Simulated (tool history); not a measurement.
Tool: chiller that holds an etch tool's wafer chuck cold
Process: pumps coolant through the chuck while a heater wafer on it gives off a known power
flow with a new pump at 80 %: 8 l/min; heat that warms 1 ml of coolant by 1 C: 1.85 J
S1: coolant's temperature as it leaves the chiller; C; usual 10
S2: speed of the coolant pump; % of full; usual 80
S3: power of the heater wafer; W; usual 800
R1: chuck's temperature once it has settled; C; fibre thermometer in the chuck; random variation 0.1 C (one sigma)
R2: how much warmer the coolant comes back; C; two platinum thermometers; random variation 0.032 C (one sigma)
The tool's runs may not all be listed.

run	hour	S1	S2	S3	R1	R2
1	0.0	10	80	800	16.0	3.29
2	26.8	10	80	561	14.1	2.27
3	61.7	10	80	800	16.0	3.24
4	94.8	10	80	800	16.0	3.25
5	133.9	9	80	800	15.1	3.27
6	173.7	9	80	800	15.1	3.18
7	201.6	1	80	800	6.9	3.23
8	242.7	1	80	800	7.1	3.29
9	290.4	10	80	450	13.2	1.83
10	316.8	10	80	631	14.7	2.56
11	341.6	10	80	631	14.6	2.60
12	367.6	10	80	800	15.9	3.30
13	395.9	10	80	800	16.1	3.24
14	429.0	10	80	800	15.9	3.29
15	469.6	10	80	800	15.9	3.26
16	510.8	10	80	800	16.1	3.28
17	547.4	10	75	800	16.5	3.52
18	577.9	10	75	800	16.3	3.49
19	612.3	10	75	800	16.5	3.50
20	644.8	6	67	404	9.6	1.98
21	694.8	6	67	404	9.4	1.98
22	729.3	10	93	800	15.4	2.80
23	775.2	10	83	800	16.0	3.18
24	814.7	10	83	800	15.9	3.17
25	846.6	10	83	800	16.0	3.16
26	889.8	5	83	652	9.8	2.59
27	917.2	5	83	652	9.8	2.56
28	939.9	13	80	800	19.0	3.35
29	988.0	10	80	856	16.6	3.47
30	1034.1	10	80	856	16.6	3.51
31	1072.3	18	91	684	22.5	2.47

The same runs without the tool's hidden state, with the same run-to-run variation:
The hidden state here: heat passed by the chuck's channels, % of clean ones'; flow at a given pump speed, % of a new pump's; coolant's true temperature over the reading, C; drift of the gauge itself on chuck_c, C; drift of the gauge itself on warmer_back_c, C.
run	R2
1	3.27
2	2.26
3	3.22
4	3.23
5	3.25
6	3.16
7	3.21
8	3.26
9	1.82
10	2.54
11	2.57
12	3.27
13	3.21
14	3.25
15	3.23
16	3.25
17	3.48
18	3.45
19	3.45
20	1.95
21	1.96
22	2.76
23	3.13
24	3.12
25	3.11
26	2.55
27	2.51
28	3.30
29	3.41
30	3.44
31	2.42
R1: within 0.2 C of the measured result in every run.
